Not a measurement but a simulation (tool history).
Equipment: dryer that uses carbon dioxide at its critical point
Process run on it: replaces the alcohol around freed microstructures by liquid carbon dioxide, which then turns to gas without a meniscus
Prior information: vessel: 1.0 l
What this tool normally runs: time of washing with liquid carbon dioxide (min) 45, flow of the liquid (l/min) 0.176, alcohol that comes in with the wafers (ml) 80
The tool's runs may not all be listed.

run	hour	time of washing with liquid carbon dioxide (min)	flow of the liquid (l/min)	alcohol that comes in with the wafers (ml)	alcohol left in the vessel before it's heated (ppm by volume)
1	0	45	0.176	80	355
# hour 37.5: purifier's bed changed
2	37.5	45	0.176	80	282
3	77.8	45	0.176	80	309
4	125	45	0.176	80	307
5	174	45	0.176	80	326
6	221.8	45	0.176	80	354
7	261.4	45	0.176	80	369
8	302.8	45	0.176	80	380
9	328.9	44	0.255	80	62
10	364.1	54	0.255	80	29
# hour 389.9: inlet filter changed
11	423	54	0.255	80	26
12	471.4	48	0.167	42	171
13	502.6	32	0.261	77	257
14	528.1	27	0.225	88	1246
15	578.3	27	0.225	88	1347

5 ways to go on from here, each from the tool as it stands after run 15. What would each give?
A	619.4	45	0.176	33	?
B	619.4	52	0.23	114	?
C	619.4	59	0.271	29	?
D	619.4	49	0.164	40	?
E	619.4	32	0.107	80	?

run	alcohol left in the vessel before it's heated (ppm by volume)
A	169
B	66
C	33
D	182
E	7029
With no hidden state in the tool, these same runs would have given:
run	alcohol left in the vessel before it's heated (ppm by volume)
A	109
B	29
C	6
D	117
E	6167

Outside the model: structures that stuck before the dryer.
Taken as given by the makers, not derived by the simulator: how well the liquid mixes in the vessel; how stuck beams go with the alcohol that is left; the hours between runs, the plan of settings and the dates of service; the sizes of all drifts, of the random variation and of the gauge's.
